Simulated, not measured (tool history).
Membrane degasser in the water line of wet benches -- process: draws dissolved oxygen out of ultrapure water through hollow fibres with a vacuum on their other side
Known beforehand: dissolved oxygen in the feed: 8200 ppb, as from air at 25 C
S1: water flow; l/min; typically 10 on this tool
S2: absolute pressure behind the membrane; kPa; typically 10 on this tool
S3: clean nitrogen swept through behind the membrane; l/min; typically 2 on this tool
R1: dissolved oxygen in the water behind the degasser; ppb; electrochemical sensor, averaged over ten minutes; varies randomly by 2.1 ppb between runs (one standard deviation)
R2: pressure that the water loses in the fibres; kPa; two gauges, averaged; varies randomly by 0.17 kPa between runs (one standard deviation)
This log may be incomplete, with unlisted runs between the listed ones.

run,day,S1,S2,S3,R1,R2
1,0,10,10,2,247.5,30.06
2,5.688,10,10,2,247.4,30.24
3,10.204,10,10,2,249.7,30.27
4,16.362,10,10,2,251.6,30.2
5,23.833,10,10,2,250.7,30.6
6,31.7,10,10,2,250.6,30.68
7,37.592,10,10,2,245.7,30.55
8,42.233,10,16.7,2,326.5,30.1
9,46.296,10,16.7,2,329.1,30.4
# day 46.825: vacuum gauge calibrated
10,53.962,9,10,2,221.7,27.58
11,61.167,9,10,2,222.1,27.51
12,65.408,9,10,2,226.9,27.6
# day 70.671: vacuum gauge calibrated, once more
13,72.804,9,10,2,220,27.74
14,80.567,10,10,2,254.1,30.57
15,88.217,10,10,2,255.1,30.81
16,91.621,10,10,3.59,221.7,30.44
17,98.967,7,21.1,2.13,237.8,21.58
18,106.238,6,13,1.13,199,18.41
19,113.567,6,13,1.13,198.3,18.42
20,116.846,15,14.6,0.92,707.6,46
21,124.521,8,13.6,1.24,285,24.46
22,129.438,8,13.6,3.36,189.3,24.53
23,135.408,10,12.6,2.04,293.4,30.76
24,140.271,10,10,2,261.8,31.17
25,146.058,13,7.2,2,336,40.45
26,152.479,10,10,2.62,244.2,31.22
27,157.642,15,23.9,2.67,584.8,46.71
28,163.417,8,10,4.35,158.6,24.91
29,170.217,8,7.7,0.97,218,25.14
30,174.8,8,7.7,0.97,217,24.86
31,179.358,9,10,2,228.7,28.27
32,185.917,11,10,1.34,351.4,34.63

Difference, measured minus no-hidden-state, one row per run. Run-to-run variation is common to both terms; the gauge's own scatter need not be:
Hidden conditions of the tool in this case: membrane still open, %; true pressure behind the membrane over the reading, kPa; air that leaks in behind the membrane, l/min; drift of the gauge itself on oxygen_ppb, %; drift of the gauge itself on loss_of_pressure_kpa, %.
run,R1,R2
1,+34.2,+1.57
2,+34.9,+1.61
3,+35.9,+1.64
4,+36.8,+1.68
5,+37.6,+1.72
6,+38.5,+1.76
7,+38.5,+1.8
8,+39.7,+1.82
9,+40.6,+1.85
10,+38,+1.71
11,+38.9,+1.74
12,+40.2,+1.76
13,+36.3,+1.8
14,+42.1,+2.04
15,+43.2,+2.09
16,+43.7,+2.1
17,+29.3,+1.51
18,+24.6,+1.32
19,+25.1,+1.35
20,+70.5,+3.38
21,+38.1,+1.84
22,+37.9,+1.87
23,+50.6,+2.36
24,+50.6,+2.4
25,+70.1,+3.17
26,+52.1,+2.49
27,+80,+3.77
28,+40.3,+2.05
29,+42.9,+2.07
30,+43.3,+2.08
31,+49.4,+2.39
32,+66,+2.97
